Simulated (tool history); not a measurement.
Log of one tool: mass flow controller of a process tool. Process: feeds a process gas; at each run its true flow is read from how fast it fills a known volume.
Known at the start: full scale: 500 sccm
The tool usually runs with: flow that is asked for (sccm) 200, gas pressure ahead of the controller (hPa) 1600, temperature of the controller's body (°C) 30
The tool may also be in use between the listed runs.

run	day	flow that is asked for (sccm)	gas pressure ahead of the controller (hPa)	temperature of the controller's body (°C)	true flow (%)
1	0.000	200	1600	30	100.32
2	3.021	200	1600	30	100.24
3	9.062	200	1600	26	99.90
4	13.392	200	1600	30	100.39
5	19.358	200	1600	30	100.37
6	24.325	200	1600	29	100.16
7	27.429	200	1600	29	100.21
8	33.158	200	1600	29	100.26
9	37.508	106	1600	29	99.78
10	40.721	200	1600	30	100.44
11	45.504	348	1600	30	100.99
12	48.696	348	1600	30	100.95
13	52.867	348	1600	30	100.90
14	57.292	348	1600	30	101.10
15	62.875	200	1600	30	100.40
16	68.771	200	1600	30	100.43
17	72.512	200	1600	32	100.63
18	78.696	299	1600	32	101.13
19	82.221	200	2500	30	99.88
20	85.292	200	2500	30	99.70
21	90.496	200	1600	30	100.51
22	96.233	200	1600	30	100.50
23	102.350	200	1600	30	100.59
24	105.929	200	2400	30	100.02
25	109.267	396	1600	30	101.39
26	113.562	396	1600	30	101.43
27	117.992	218	1600	30	100.74
28	121.454	433	1870	30	101.32
# day 122.008: controller's zero set anew
29	127.200	358	1870	39	102.18
30	130.262	200	2450	30	100.02
31	134.333	200	2450	30	99.93
32	138.104	200	1600	32	100.64
# day 140.200: controller's zero set anew, once more
33	143.929	200	2030	30	100.66
34	146.625	466	1600	30	101.90
35	149.925	466	1600	30	102.01
36	153.658	102	1600	21	99.57
37	157.033	172	1850	21	99.62
38	161.638	289	1580	33	101.77
39	167.779	200	1510	26	100.65
40	173.546	115	2740	30	99.96
41	177.429	195	1690	32	101.35
42	181.867	200	1720	30	101.10
43	187.096	200	1720	30	100.96
44	193.162	200	1720	30	100.94
45	199.358	200	1720	30	101.06
46	203.562	200	1720	31	101.25

What if the next run were any one of these 3? Each begins from the tool's condition after run 46:
A	208.721	200	1770	30	?
B	208.721	200	1720	22	?
C	208.721	200	1720	25	?

run	true flow (%)
A	100.95
B	100.14
C	100.38
With the hidden condition removed and each run's random variation left untouched, the same runs would have given:
run	true flow (%)
A	99.63
B	98.82
C	99.06
